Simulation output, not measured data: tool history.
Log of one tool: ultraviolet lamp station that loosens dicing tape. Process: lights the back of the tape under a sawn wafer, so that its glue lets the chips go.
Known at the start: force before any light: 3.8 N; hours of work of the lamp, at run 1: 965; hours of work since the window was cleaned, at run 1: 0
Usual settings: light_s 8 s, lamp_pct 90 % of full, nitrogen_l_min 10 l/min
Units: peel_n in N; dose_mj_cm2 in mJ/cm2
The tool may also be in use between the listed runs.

run	hour	light_s	lamp_pct	nitrogen_l_min	hours of work of the lamp	hours of work since the window was cleaned	peel_n	dose_mj_cm2
1	0.0	8	90	10	965	0	0.335	465
2	65.7	11	90	10	1004	39	0.219	634
3	133.3	11	83	10	1045	79	0.260	569
# hour 137.8: window cleaned of glue's vapour
4	215.6	11	68	10	1093	46	0.366	447
5	276.8	5	90	10	1130	83	0.839	258
# hour 313.6: window cleaned of glue's vapour, once more
6	362.1	8	90	8	1180	29	0.445	437
7	418.5	4	65	13	1214	62	1.384	157
8	480.9	4	65	13	1251	100	1.493	153

The next listed run, before its measurement:
9	524.7	7	97	7	1277	126	?	?

peel_n: 0.592 N
dose_mj_cm2: 387 mJ/cm2
Without the tool's hidden state the same run would have given peel_n 0.334 N, dose_mj_cm2 555 mJ/cm2.
